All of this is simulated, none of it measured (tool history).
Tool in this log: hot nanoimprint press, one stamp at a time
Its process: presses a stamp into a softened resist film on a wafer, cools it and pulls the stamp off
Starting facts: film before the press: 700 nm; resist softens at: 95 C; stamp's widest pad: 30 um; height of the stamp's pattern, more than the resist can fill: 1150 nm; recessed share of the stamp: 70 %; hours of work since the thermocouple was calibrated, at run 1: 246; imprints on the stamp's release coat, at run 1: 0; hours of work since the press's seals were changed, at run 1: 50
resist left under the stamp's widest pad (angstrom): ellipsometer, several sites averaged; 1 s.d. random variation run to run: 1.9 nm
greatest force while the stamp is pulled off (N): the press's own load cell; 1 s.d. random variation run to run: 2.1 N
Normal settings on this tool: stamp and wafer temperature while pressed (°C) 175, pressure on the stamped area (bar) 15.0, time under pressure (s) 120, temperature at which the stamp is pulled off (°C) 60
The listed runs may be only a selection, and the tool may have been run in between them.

| run | day | stamp and wafer temperature while pressed (°C) | pressure on the stamped area (bar) | time under pressure (s) | temperature at which the stamp is pulled off (°C) | hours of work since the thermocouple was calibrated | imprints on the stamp's release coat | hours of work since the press's seals were changed | resist left under the stamp's widest pad (angstrom) | greatest force while the stamp is pulled off (N) |
|---|---|---|---|---|---|---|---|---|---|---|
| 1 | 0.000 | 175 | 15.0 | 120 | 60 | 246 | 0 | 50 | 3607 | 95 |
| 2 | 0.808 | 175 | 15.0 | 120 | 60 | 254 | 52 | 58 | 3587 | 96 |
| 3 | 1.642 | 175 | 15.0 | 120 | 60 | 263 | 106 | 67 | 3609 | 96 |
| 4 | 2.238 | 175 | 15.0 | 120 | 60 | 269 | 144 | 73 | 3575 | 96 |
| 5 | 3.096 | 175 | 15.0 | 120 | 60 | 278 | 199 | 82 | 3555 | 106 |
| 6 | 3.829 | 175 | 15.0 | 120 | 60 | 286 | 246 | 90 | 3565 | 100 |
| 7 | 4.588 | 175 | 15.0 | 120 | 60 | 294 | 295 | 98 | 3586 | 104 |
| 8 | 5.058 | 175 | 15.0 | 120 | 60 | 299 | 326 | 103 | 3568 | 108 |
| 9 | 5.550 | 175 | 15.0 | 120 | 60 | 304 | 357 | 108 | 3548 | 104 |
| 10 | 6.138 | 175 | 15.0 | 120 | 60 | 310 | 395 | 114 | 3601 | 105 |
| 11 | 6.888 | 175 | 15.0 | 120 | 60 | 318 | 443 | 122 | 3573 | 106 |
|  | 7.058 | plate thermocouple calibrated |
| 12 | 7.542 | 175 | 15.0 | 120 | 60 | 5 | 477 | 128 | 3544 | 107 |
| 13 | 7.962 | 178 | 15.0 | 120 | 60 | 10 | 504 | 132 | 3087 | 111 |
| 14 | 8.475 | 179 | 15.0 | 120 | 60 | 15 | 537 | 138 | 2924 | 113 |
| 15 | 9.358 | 179 | 15.0 | 120 | 60 | 24 | 594 | 147 | 2909 | 110 |
| 16 | 10.271 | 179 | 9.4 | 120 | 60 | 34 | 653 | 157 | 3526 | 114 |
| 17 | 10.967 | 179 | 14.0 | 120 | 48 | 41 | 698 | 164 | 3025 | 130 |

Estimate the outcome of run 18 from the log above:
|  | 11.300 | plate thermocouple calibrated, once more |
| 18 | 11.571 | 186 | 14.0 | 120 | 62 | 3 | 728 | 169 | ? | ? |

resist left under the stamp's widest pad (angstrom): 2232
greatest force while the stamp is pulled off (N): 118
With no hidden state in the tool, this same run would have given resist left under the stamp's widest pad (angstrom) 2232, greatest force while the stamp is pulled off (N) 93.
